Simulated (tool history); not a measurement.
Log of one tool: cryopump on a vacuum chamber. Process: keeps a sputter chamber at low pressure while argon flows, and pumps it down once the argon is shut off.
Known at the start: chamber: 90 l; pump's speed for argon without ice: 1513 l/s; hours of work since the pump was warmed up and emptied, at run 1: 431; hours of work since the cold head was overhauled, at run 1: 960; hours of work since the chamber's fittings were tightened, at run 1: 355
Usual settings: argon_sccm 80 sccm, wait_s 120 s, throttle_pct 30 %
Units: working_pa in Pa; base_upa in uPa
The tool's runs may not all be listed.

run,hour,argon_sccm,wait_s,throttle_pct,hours of work since the pump was warmed up and emptied,hours of work since the cold head was overhauled,hours of work since the chamber's fittings were tightened,working_pa,base_upa
1,0.0,80,120,30,431,960,355,0.3236,1.17
2,40.9,80,120,30,450,980,375,0.3292,1.20
3,78.5,80,120,30,469,998,393,0.3278,1.22
4,126.9,80,120,30,492,1021,416,0.3283,1.25
# hour 154.8: pump warmed up, emptied and cooled again
5,166.6,80,120,30,6,1038,433,0.3029,1.00
6,218.2,80,120,30,31,1063,458,0.3017,1.08
7,258.1,80,120,30,50,1082,477,0.3014,1.14
8,307.4,80,120,30,74,1106,501,0.3020,1.19
9,358.5,80,120,30,98,1130,526,0.3059,1.18
10,385.0,80,120,30,111,1143,539,0.3045,1.24
11,408.2,80,120,30,122,1154,550,0.3080,1.26
12,456.0,80,120,30,145,1177,573,0.3088,1.31
13,490.5,80,120,30,162,1194,589,0.3086,1.33
14,518.0,79,120,32,175,1207,603,0.2870,1.36
15,554.6,79,120,32,193,1225,620,0.2866,1.41
16,589.6,157,25,42,210,1242,637,0.4466,2.19

Run 17 comes next. What will it give?
17,625.3,157,25,42,227,1259,654,?,?

working_pa: 0.4460 Pa
base_upa: 2.23 uPa
Without the tool's hidden state the same run would have given working_pa 0.4176 Pa, base_upa 1.10 uPa.
